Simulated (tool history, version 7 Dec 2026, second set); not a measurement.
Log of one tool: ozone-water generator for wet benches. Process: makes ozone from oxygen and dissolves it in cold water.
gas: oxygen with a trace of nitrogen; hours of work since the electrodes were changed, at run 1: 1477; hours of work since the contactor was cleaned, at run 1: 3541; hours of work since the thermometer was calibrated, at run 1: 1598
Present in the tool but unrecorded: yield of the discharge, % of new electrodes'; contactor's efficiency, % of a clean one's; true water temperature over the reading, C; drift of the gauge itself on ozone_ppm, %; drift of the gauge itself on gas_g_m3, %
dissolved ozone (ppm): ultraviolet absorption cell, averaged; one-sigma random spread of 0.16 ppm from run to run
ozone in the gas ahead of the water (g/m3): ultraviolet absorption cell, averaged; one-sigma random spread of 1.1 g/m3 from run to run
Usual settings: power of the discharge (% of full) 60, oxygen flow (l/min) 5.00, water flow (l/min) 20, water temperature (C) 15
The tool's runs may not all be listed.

run      day  power of the discharge (% of full)  oxygen flow (l/min)  water flow (l/min)  water temperature (C)  hours of work since the electrodes were changed  hours of work since the contactor was cleaned  hours of work since the thermometer was calibrated  dissolved ozone (ppm)  ozone in the gas ahead of the water (g/m3)
  1    0.000                                  60                 5.00                  20                     15                                             1477                                           3541                                                1598                   21.1                                       197.6
  2    3.117                                  60                 5.00                  20                     15                                             1523                                           3587                                                1645                   21.2                                       198.8
  3    6.504                                  60                 5.00                  20                     15                                             1573                                           3638                                                1695                   21.2                                       199.0
  4   10.921                                  60                 5.00                  20                     15                                             1639                                           3703                                                1760                   21.3                                       201.7
  5   16.312                                  67                 5.00                  20                     15                                             1719                                           3783                                                1840                   22.8                                       217.1
  6   21.225                                  60                 5.00                  20                     15                                             1792                                           3856                                                1913                   21.2                                       200.9
  7   24.529                                  60                 5.00                  20                     15                                             1841                                           3905                                                1962                   21.2                                       201.1
  8   28.333                                  60                 5.00                  20                     15                                             1897                                           3962                                                2019                   20.9                                       200.3
  9   32.562                                  60                 5.00                  20                     15                                             1960                                           4024                                                2081                   20.9                                       203.2
 10   36.538                                  60                 5.00                  20                     15                                             2019                                           4083                                                2140                   21.1                                       199.7
 11   40.308                                  60                 5.00                  20                     15                                             2075                                           4139                                                2196                   21.2                                       200.6
 12   44.158                                  60                 5.00                  20                     15                                             2132                                           4196                                                2253                   21.1                                       203.2
 13   47.608                                  60                 5.00                  20                     15                                             2183                                           4247                                                2305                   21.2                                       203.4
 14   51.150                                  60                 5.00                  20                     15                                             2236                                           4300                                                2357                   21.3                                       202.8
 15   56.346                                  60                 5.00                  20                     15                                             2313                                           4377                                                2434                   21.4                                       204.8
      59.367  -- gauge calibrated
 16   60.150                                  60                 6.08                  20                     15                                             2369                                           4433                                                2491                   20.8                                       173.5
 17   63.000                                  60                 6.08                  20                     15                                             2411                                           4476                                                2533                   20.9                                       175.6
 18   69.042                                  60                 6.08                  20                     15                                             2501                                           4565                                                2622                   21.0                                       176.2
 19   73.658                                  80                 2.81                  12                      8                                             2570                                           4634                                                2691                   44.6                                       349.8
 20   76.925                                  80                 2.81                  12                      8                                             2618                                           4682                                                2739                   44.7                                       347.7
 21   82.525                                  46                 7.67                  20                     15                                             2701                                           4765                                                2823                   16.9                                       129.4
 22   85.488                                  76                 7.67                  20                     14                                             2745                                           4809                                                2866                   23.9                                       180.9
 23   90.583                                  76                 7.67                  20                     14                                             2821                                           4885                                                2942                   24.0                                       179.5
 24   93.788                                  60                 4.45                  20                     15                                             2868                                           4932                                                2990                   21.1                                       216.5
 25   96.612                                  60                 4.45                  20                     15                                             2910                                           4974                                                3031                   21.4                                       218.1
 26   99.267                                  73                 7.77                  30                     11                                             2949                                           5014                                                3071                   16.9                                       175.0
 27  103.888                                  48                 5.16                  20                      7                                             3018                                           5082                                                3139                   20.2                                       170.4
 28  108.992                                  94                 4.66                  20                     15                                             3094                                           5158                                                3215                   28.3                                       284.4
 29  112.446                                  94                 4.66                  20                     15                                             3145                                           5209                                                3266                   29.0                                       286.3
 30  118.325                                  60                 6.63                  20                     17                                             3232                                           5296                                                3353                   19.9                                       171.4
 31  124.117                                  60                 2.64                  20                     20                                             3318                                           5382                                                3439                   20.0                                       308.4
 32  126.867                                  60                 3.82                  20                     15                                             3359                                           5423                                                3480                   21.3                                       244.2
 33  131.054                                  58                 3.82                  14                     15                                             3421                                           5485                                                3542                   28.9                                       239.0

Each row is a separate what-if for the run after 33, all from the same tool condition, not one after another. Results?
  A  135.638                                  58                 3.55                  14                     12                                             3489                                           5553                                                3610                      ?                                           ?
  B  135.638                                  60                 6.05                  20                     15                                             3489                                           5553                                                3610                      ?                                           ?
  C  135.638                                  57                 5.00                  15                     14                                             3489                                           5553                                                3610                      ?                                           ?

run  dissolved ozone (ppm)  ozone in the gas ahead of the water (g/m3)
  A                   29.8                                       250.5
  B                   20.8                                       182.2
  C                   26.9                                       199.6
With no hidden state in the tool, these same runs would have given:
run  dissolved ozone (ppm)  ozone in the gas ahead of the water (g/m3)
  A                   29.8                                       241.8
  B                   20.8                                       175.9
  C                   26.9                                       192.7

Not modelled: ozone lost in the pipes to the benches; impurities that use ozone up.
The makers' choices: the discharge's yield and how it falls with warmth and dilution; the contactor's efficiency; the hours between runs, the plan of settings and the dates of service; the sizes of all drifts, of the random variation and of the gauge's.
